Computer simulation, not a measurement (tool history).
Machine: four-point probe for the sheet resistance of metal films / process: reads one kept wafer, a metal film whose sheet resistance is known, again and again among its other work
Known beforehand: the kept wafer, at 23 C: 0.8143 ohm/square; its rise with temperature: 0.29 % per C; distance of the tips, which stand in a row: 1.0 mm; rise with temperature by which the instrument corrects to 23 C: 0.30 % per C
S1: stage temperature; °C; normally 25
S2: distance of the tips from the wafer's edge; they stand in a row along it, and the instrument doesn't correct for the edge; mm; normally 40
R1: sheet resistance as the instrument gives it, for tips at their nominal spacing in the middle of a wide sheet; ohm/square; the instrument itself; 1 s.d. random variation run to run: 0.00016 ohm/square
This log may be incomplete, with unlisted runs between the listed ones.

| run | hour | S1 | S2 | R1 |
|---|---|---|---|---|
| 1 | 0.0 | 25 | 40 | 0.808831 |
| 2 | 93.5 | 25 | 40 | 0.808989 |
| 3 | 179.7 | 25 | 9 | 0.814120 |
| 4 | 301.7 | 25 | 40 | 0.808915 |
| 5 | 378.6 | 30 | 40 | 0.808685 |
| 6 | 453.6 | 30 | 40 | 0.808563 |
| 7 | 579.6 | 30 | 40 | 0.808633 |
| 8 | 669.9 | 25 | 40 | 0.808903 |
| 9 | 724.1 | 25 | 43 | 0.808668 |
| 10 | 847.5 | 25 | 5 | 0.825597 |
| 11 | 954.2 | 25 | 5 | 0.825261 |
| 12 | 1063.2 | 25 | 5 | 0.825707 |
| 13 | 1153.2 | 25 | 5 | 0.825559 |
| 14 | 1253.6 | 25 | 40 | 0.808808 |
| 15 | 1362.0 | 25 | 40 | 0.808474 |
| 16 | 1437.1 | 23 | 3 | 0.853638 |
| 17 | 1513.2 | 23 | 3 | 0.853954 |
| 18 | 1590.1 | 20 | 3 | 0.853476 |
| 19 | 1648.2 | 30 | 3 | 0.853538 |
| 20 | 1771.7 | 26 | 7 | 0.816771 |
| 21 | 1893.3 | 32 | 4 | 0.834318 |
| 22 | 1989.7 | 22 | 16 | 0.809826 |
| 23 | 2082.3 | 22 | 16 | 0.809708 |
| 24 | 2190.1 | 22 | 10 | 0.812293 |
| 25 | 2246.0 | 27 | 18 | 0.809420 |
| 26 | 2362.1 | 26 | 11 | 0.811515 |
| 27 | 2430.9 | 26 | 11 | 0.811267 |
| 28 | 2512.5 | 29 | 68 | 0.807909 |
| 29 | 2597.6 | 19 | 9 | 0.813508 |

Difference, measured minus no-hidden-state, one row per run. Run-to-run variation is common to both terms; the gauge's own scatter need not be:
Unlogged tool condition in this case: inner tips' distance over the nominal, %; tips' flats over new ones', %; wafer's true temperature over the reading, C; drift of the gauge itself on sheet_ohm, %.
| run | R1 |
|---|---|
| 1 | -0.005634 |
| 2 | -0.005660 |
| 3 | -0.005714 |
| 4 | -0.005719 |
| 5 | -0.005750 |
| 6 | -0.005773 |
| 7 | -0.005807 |
| 8 | -0.005830 |
| 9 | -0.005846 |
| 10 | -0.005994 |
| 11 | -0.006020 |
| 12 | -0.006053 |
| 13 | -0.006078 |
| 14 | -0.005996 |
| 15 | -0.006028 |
| 16 | -0.006349 |
| 17 | -0.006378 |
| 18 | -0.006390 |
| 19 | -0.006438 |
| 20 | -0.006220 |
| 21 | -0.006392 |
| 22 | -0.006218 |
| 23 | -0.006243 |
| 24 | -0.006298 |
| 25 | -0.006311 |
| 26 | -0.006361 |
| 27 | -0.006377 |
| 28 | -0.006387 |
| 29 | -0.006420 |

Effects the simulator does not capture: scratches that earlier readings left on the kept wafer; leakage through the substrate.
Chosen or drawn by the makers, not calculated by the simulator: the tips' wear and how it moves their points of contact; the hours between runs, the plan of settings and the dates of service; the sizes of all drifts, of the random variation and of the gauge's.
